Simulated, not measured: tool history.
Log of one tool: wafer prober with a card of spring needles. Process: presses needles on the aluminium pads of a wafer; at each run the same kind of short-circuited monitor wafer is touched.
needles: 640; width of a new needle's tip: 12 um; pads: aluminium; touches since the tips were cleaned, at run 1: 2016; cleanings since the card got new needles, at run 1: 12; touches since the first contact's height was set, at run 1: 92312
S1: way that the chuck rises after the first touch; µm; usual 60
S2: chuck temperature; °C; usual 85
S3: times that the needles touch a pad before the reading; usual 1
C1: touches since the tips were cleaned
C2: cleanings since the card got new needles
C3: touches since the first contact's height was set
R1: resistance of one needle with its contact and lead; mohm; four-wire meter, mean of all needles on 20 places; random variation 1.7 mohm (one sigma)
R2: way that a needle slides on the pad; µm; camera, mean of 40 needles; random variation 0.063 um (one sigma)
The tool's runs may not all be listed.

run 1 hour=0.0 | S1=60 S2=85 S3=1 | C1=2016 C2=12 C3=92312 | R1=183 R2=15.36
run 2 hour=15.6 | S1=60 S2=85 S3=1 | C1=5502 C2=12 C3=95798 | R1=194 R2=15.42
-- hour=18.8 tips cleaned on abrasive film
run 3 hour=27.6 | S1=60 S2=85 S3=1 | C1=1972 C2=13 C3=98466 | R1=186 R2=15.33
-- hour=47.4 tips cleaned on abrasive film
run 4 hour=48.9 | S1=60 S2=85 S3=1 | C1=323 C2=14 C3=103216 | R1=182 R2=15.37
run 5 hour=61.5 | S1=60 S2=85 S3=1 | C1=3169 C2=14 C3=106062 | R1=188 R2=15.35
-- hour=76.4 tips cleaned on abrasive film
run 6 hour=79.5 | S1=60 S2=85 S3=1 | C1=698 C2=15 C3=110057 | R1=183 R2=15.25
run 7 hour=101.7 | S1=60 S2=85 S3=1 | C1=5686 C2=15 C3=115045 | R1=196 R2=15.38
-- hour=104.7 tips cleaned on abrasive film
run 8 hour=121.4 | S1=60 S2=85 S3=1 | C1=3752 C2=16 C3=119432 | R1=193 R2=15.25
-- hour=129.8 height of the first contact set anew
-- hour=133.3 tips cleaned on abrasive film
run 9 hour=144.0 | S1=74 S2=63 S3=2 | C1=2395 C2=17 C3=3154 | R1=180 R2=19.44
-- hour=161.2 tips cleaned on abrasive film
run 10 hour=166.1 | S1=74 S2=63 S3=2 | C1=1091 C2=18 C3=8085 | R1=177 R2=19.24
run 11 hour=177.5 | S1=48 S2=25 S3=2 | C1=3659 C2=18 C3=10653 | R1=184 R2=12.43
-- hour=190.6 tips cleaned on abrasive film
run 12 hour=191.5 | S1=67 S2=124 S3=1 | C1=212 C2=19 C3=13759 | R1=190 R2=17.40

Forecast each of these 5 alternatives for the next run:
run A hour=203.7 | S1=51 S2=124 S3=3 | C1=2954 C2=19 C3=16501 | R1=? R2=?
run B hour=203.7 | S1=48 S2=83 S3=1 | C1=2954 C2=19 C3=16501 | R1=? R2=?
run C hour=203.7 | S1=59 S2=124 S3=2 | C1=2954 C2=19 C3=16501 | R1=? R2=?
run D hour=203.7 | S1=69 S2=85 S3=1 | C1=2954 C2=19 C3=16501 | R1=? R2=?
run E hour=203.7 | S1=60 S2=89 S3=1 | C1=2954 C2=19 C3=16501 | R1=? R2=?

run=A R1=194 R2=13.26
run=B R1=197 R2=12.57
run=C R1=192 R2=15.38
run=D R1=186 R2=18.09
run=E R1=191 R2=15.80
Without the tool's hidden state the same runs would have given:
run=A R1=188 R2=13.36
run=B R1=178 R2=12.67
run=C R1=185 R2=15.48
run=D R1=175 R2=18.19
run=E R1=178 R2=15.90

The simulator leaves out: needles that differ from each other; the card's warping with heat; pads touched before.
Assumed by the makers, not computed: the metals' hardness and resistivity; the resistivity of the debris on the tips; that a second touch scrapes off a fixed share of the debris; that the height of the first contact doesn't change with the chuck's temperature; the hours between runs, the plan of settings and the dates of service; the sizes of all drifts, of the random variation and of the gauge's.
